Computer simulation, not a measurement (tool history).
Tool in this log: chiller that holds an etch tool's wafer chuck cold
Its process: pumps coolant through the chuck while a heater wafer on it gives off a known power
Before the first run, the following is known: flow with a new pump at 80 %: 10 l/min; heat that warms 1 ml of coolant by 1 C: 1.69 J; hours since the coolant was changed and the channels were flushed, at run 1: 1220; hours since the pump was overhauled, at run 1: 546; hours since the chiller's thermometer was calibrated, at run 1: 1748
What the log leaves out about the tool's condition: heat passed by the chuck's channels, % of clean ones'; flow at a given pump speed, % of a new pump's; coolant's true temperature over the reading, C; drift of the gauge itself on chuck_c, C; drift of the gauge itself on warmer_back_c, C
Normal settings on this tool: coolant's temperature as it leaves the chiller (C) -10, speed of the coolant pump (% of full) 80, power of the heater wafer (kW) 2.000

run    hour  coolant's temperature as it leaves the chiller (C)  speed of the coolant pump (% of full)  power of the heater wafer (kW)  hours since the coolant was changed and the channels were flushed  hours since the pump was overhauled  hours since the chiller's thermometer was calibrated  chuck's temperature once it has settled (C)  how much warmer the coolant comes back (C)
  1     0.0                                                 -10                                     80                           2.000                                                               1220                                  546                                                  1748                                          4.6                                        7.25
  2    61.0                                                 -10                                     80                           2.000                                                               1281                                  607                                                  1809                                          4.8                                        7.22
  3   118.3                                                 -10                                     80                           2.000                                                               1338                                  665                                                  1867                                          4.6                                        7.30
  4   224.6                                                 -10                                     80                           2.000                                                               1444                                  771                                                  1973                                          4.8                                        7.24
  5   320.9                                                 -10                                     80                           2.000                                                               1541                                  867                                                  2069                                          5.1                                        7.26
      368.6  -- chiller's thermometer calibrated
  6   388.9                                                 -10                                     80                           2.000                                                               1608                                  934                                                    20                                          5.0                                        7.27
  7   508.7                                                 -10                                     80                           2.000                                                               1728                                 1054                                                   140                                          5.1                                        7.26
  8   631.0                                                 -10                                     80                           2.000                                                               1850                                 1176                                                   262                                          5.0                                        7.27
  9   747.9                                                 -10                                     80                           2.000                                                               1967                                 1293                                                   379                                          5.0                                        7.35
 10   849.2                                                 -10                                     80                           2.000                                                               2068                                 1395                                                   481                                          5.4                                        7.40
 11   925.4                                                 -10                                     80                           2.000                                                               2144                                 1471                                                   557                                          5.5                                        7.34
 12   977.6                                                 -10                                     80                           2.000                                                               2196                                 1523                                                   609                                          5.6                                        7.40
 13  1030.5                                                 -10                                     69                           2.000                                                               2249                                 1576                                                   662                                          7.7                                        8.71
 14  1103.3                                                  -3                                     80                           2.000                                                               2322                                 1649                                                   735                                         12.5                                        7.39
 15  1201.7                                                  -3                                     80                           2.000                                                               2421                                 1747                                                   833                                         12.6                                        7.48
 16  1261.5                                                  -3                                     80                           2.000                                                               2480                                 1807                                                   893                                         12.8                                        7.45
 17  1384.2                                                  -3                                     80                           2.000                                                               2603                                 1930                                                  1016                                         12.9                                        7.48
 18  1456.9                                                  -3                                     80                           2.000                                                               2676                                 2002                                                  1088                                         12.9                                        7.48
 19  1568.3                                                 -12                                     64                           2.000                                                               2787                                 2114                                                  1200                                          7.2                                        9.62
 20  1662.2                                                 -19                                     80                           1.731                                                               2881                                 2208                                                  1294                                         -5.1                                        6.48
 21  1739.8                                                 -19                                     80                           1.731                                                               2959                                 2285                                                  1371                                         -4.9                                        6.54
 22  1864.0                                                 -19                                     61                           1.881                                                               3083                                 2409                                                  1495                                          0.4                                        9.53
 23  1985.6                                                 -19                                     61                           1.881                                                               3205                                 2531                                                  1617                                          0.4                                        9.60
 24  2069.8                                                 -19                                     61                           1.881                                                               3289                                 2615                                                  1701                                          0.6                                        9.62
 25  2148.7                                                 -19                                     61                           1.881                                                               3368                                 2694                                                  1780                                          0.5                                        9.57
 26  2232.4                                                  -8                                     85                           1.589                                                               3451                                 2778                                                  1864                                          4.7                                        5.62
 27  2324.6                                                 -19                                     61                           1.589                                                               3543                                 2870                                                  1956                                         -2.1                                        8.14
 28  2375.2                                                 -19                                     61                           1.589                                                               3594                                 2920                                                  2007                                         -2.2                                        8.14
 29  2451.4                                                 -17                                     61                           1.290                                                               3670                                 2997                                                  2083                                         -3.3                                        6.67
     2486.8  -- chiller's thermometer calibrated
 30  2572.9                                                 -18                                     74                           2.334                                                               3791                                 3117                                                    86                                          3.1                                        9.77
 31  2636.4                                                 -14                                     67                           2.891                                                               3854                                 3181                                                   150                                         14.5                                       13.51

Hidden state or all else? Some run-to-run changes of chuck's temperature once it has settled (C), split into what the settings, what came in and random variation would give without the hidden state, and what is left for the hidden state (with any gauge scatter that isn't in both results):
Run 19 -> 20: coolant's temperature as it leaves the chiller (C) -12 -> -19, speed of the coolant pump (% of full) 64 -> 80, power of the heater wafer (kW) 2.000 -> 1.731. chuck's temperature once it has settled (C) -12.3: hidden state -0.6, all else -11.7.
Run 25 -> 26: coolant's temperature as it leaves the chiller (C) -19 -> -8, speed of the coolant pump (% of full) 61 -> 85, power of the heater wafer (kW) 1.881 -> 1.589. chuck's temperature once it has settled (C) +4.2: hidden state -0.9, all else +5.1.
Run 26 -> 27: coolant's temperature as it leaves the chiller (C) -8 -> -19, speed of the coolant pump (% of full) 85 -> 61. chuck's temperature once it has settled (C) -6.8: hidden state +0.7, all else -7.5.
Run 29 -> 30: coolant's temperature as it leaves the chiller (C) -17 -> -18, speed of the coolant pump (% of full) 61 -> 74, power of the heater wafer (kW) 1.290 -> 2.334, chiller's thermometer calibrated. chuck's temperature once it has settled (C) +6.4: hidden state +1.4, all else +5.0.
Run 30 -> 31: coolant's temperature as it leaves the chiller (C) -18 -> -14, speed of the coolant pump (% of full) 74 -> 67, power of the heater wafer (kW) 2.334 -> 2.891. chuck's temperature once it has settled (C) +11.4: hidden state +1.4, all else +10.0.
